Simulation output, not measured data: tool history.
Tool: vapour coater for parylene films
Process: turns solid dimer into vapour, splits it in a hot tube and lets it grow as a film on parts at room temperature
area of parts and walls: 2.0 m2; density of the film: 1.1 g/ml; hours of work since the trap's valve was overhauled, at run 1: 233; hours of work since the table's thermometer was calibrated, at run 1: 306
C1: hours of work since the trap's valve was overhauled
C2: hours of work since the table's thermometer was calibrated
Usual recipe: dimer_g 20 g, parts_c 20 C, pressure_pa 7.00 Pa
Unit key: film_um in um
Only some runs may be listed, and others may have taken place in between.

Run 1, hour 0.0: usual settings; C1 233; C2 306. Result: film_um 5.14 um.
Run 2, hour 16.1: usual settings; C1 240; C2 313. Result: film_um 5.27 um.
Run 3, hour 31.0: usual settings; C1 247; C2 319. Result: film_um 5.28 um.
Run 4, hour 44.3: usual settings but parts_c 28 C; C1 252; C2 325. Result: film_um 4.34 um.
Run 5, hour 59.5: usual settings; C1 259; C2 331. Result: film_um 5.18 um.
Run 6, hour 78.0: usual settings but pressure_pa 6.85 Pa; C1 267; C2 339. Result: film_um 5.23 um.
Run 7, hour 96.5: usual settings but pressure_pa 6.85 Pa; C1 275; C2 347. Result: film_um 5.22 um.
Run 8, hour 115.2: usual settings; C1 283; C2 355. Result: film_um 5.27 um.
Run 9, hour 141.7: usual settings; C1 294; C2 367. Result: film_um 5.18 um.
Run 10, hour 163.8: usual settings but dimer_g 32 g, parts_c 19 C, pressure_pa 2.69 Pa; C1 304; C2 376. Result: film_um 10.02 um.
Run 11, hour 175.6: usual settings but dimer_g 8 g, parts_c 19 C, pressure_pa 8.16 Pa; C1 309; C2 381. Result: film_um 2.07 um.
At hour 191.1: trap's valve overhauled.
Run 12, hour 191.4: usual settings but dimer_g 8 g, parts_c 19 C, pressure_pa 8.16 Pa; C1 0; C2 386. Result: film_um 2.11 um.
Run 13, hour 209.1: usual settings but dimer_g 8 g, parts_c 21 C, pressure_pa 2.91 Pa; C1 8; C2 394. Result: film_um 2.34 um.

Alternative continuations, all from the tool just after run 13; predict every row:
Run A, hour 228.6: usual settings but dimer_g 14 g, parts_c 23 C, pressure_pa 9.94 Pa; C1 16; C2 402. Result: film_um ?.
Run B, hour 228.6: usual settings but dimer_g 22 g, parts_c 17 C, pressure_pa 2.79 Pa; C1 16; C2 402. Result: film_um ?.
Run C, hour 228.6: usual settings but dimer_g 27 g, parts_c 17 C, pressure_pa 2.95 Pa; C1 16; C2 402. Result: film_um ?.

run  film_um
  A     3.24
  B     7.34
  C     8.79
The same runs, with their run-to-run variation unchanged, on a tool lacking any hidden condition would have given:
run  film_um
  A     3.24
  B     7.34
  C     8.79

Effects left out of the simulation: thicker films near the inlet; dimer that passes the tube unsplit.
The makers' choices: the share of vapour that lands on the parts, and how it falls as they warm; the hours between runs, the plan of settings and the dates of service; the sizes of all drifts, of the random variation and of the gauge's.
